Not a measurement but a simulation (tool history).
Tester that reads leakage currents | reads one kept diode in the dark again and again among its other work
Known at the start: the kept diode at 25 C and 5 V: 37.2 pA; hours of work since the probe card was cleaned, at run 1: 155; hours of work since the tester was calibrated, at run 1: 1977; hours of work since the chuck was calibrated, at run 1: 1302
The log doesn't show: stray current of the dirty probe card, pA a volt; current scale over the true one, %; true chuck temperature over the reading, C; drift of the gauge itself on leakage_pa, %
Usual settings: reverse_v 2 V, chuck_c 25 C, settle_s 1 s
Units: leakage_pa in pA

run     day  reverse_v  chuck_c  settle_s  hours of work since the probe card was cleaned  hours of work since the tester was calibrated  hours of work since the chuck was calibrated  leakage_pa
  1       0          2       25         1                                             155                                           1977                                          1302       23.96
      0.762  -- chuck's temperature calibrated
  2   3.379          2       25         1                                             202                                           2024                                            37       22.28
  3   6.242          2       25         1                                             242                                           2065                                            78       22.27
  4     9.6       7.92       25         1                                             290                                           2113                                           126       51.66
  5  14.479       7.92       25         1                                             360                                           2182                                           196       51.66
  6  17.333       7.92       25         1                                             401                                           2223                                           236       51.86
  7  20.454       7.92       25         1                                             445                                           2267                                           281       51.94
  8  25.488       7.92       25         1                                             517                                           2339                                           353       52.49
  9    27.9       7.92       25         1                                             551                                           2373                                           387       52.56
 10  32.912       7.92       25         1                                             623                                           2445                                           458       52.63
 11  35.158       7.92       25         1                                             655                                           2477                                           490       53.11
 12    39.7       7.92       55         1                                             719                                           2542                                           555      358.21
 13  45.183          2       25         1                                             798                                           2620                                           633       23.18
 14  47.604          2       25         1                                             832                                           2654                                           668       23.07
 15  50.233          2       31         1                                             870                                           2692                                           705       35.13
 16  53.325          2       25         1                                             914                                           2736                                           749       23.29
 17  57.325          2       21         1                                             971                                           2793                                           806        17.7
 18  59.538          2       21         1                                            1002                                           2824                                           838       17.84
 19   63.35       4.64       25         1                                            1057                                           2879                                           892       39.28
 20  66.562      11.64       25         1                                            1102                                           2925                                           938       69.79
 21  70.375      11.64       25         1                                            1157                                           2979                                           992       69.67
 22    73.8      11.64       25         1                                            1206                                           3028                                          1041       70.18
 23  79.067      11.64       25         1                                            1281                                           3103                                          1116        70.5
 24  83.046      11.64       25      0.34                                            1337                                           3160                                          1173       76.92
 25  86.238       2.78       54      0.34                                            1383                                           3205                                          1219      188.92
 26  90.158      15.45       58         1                                            1439                                           3261                                          1274      652.85
     92.904  -- chuck's temperature calibrated
 27  94.512          2       22      0.52                                            1500                                           3322                                            23       19.18

Run 28 comes next. What will it give?
     96.433  -- tester calibrated
 28  99.242       3.58       25      3.83                                            1566                                             40                                            89           ?

leakage_pa: 32.65 pA
Without the tool's hidden state the same run would have given leakage_pa 31.1 pA.
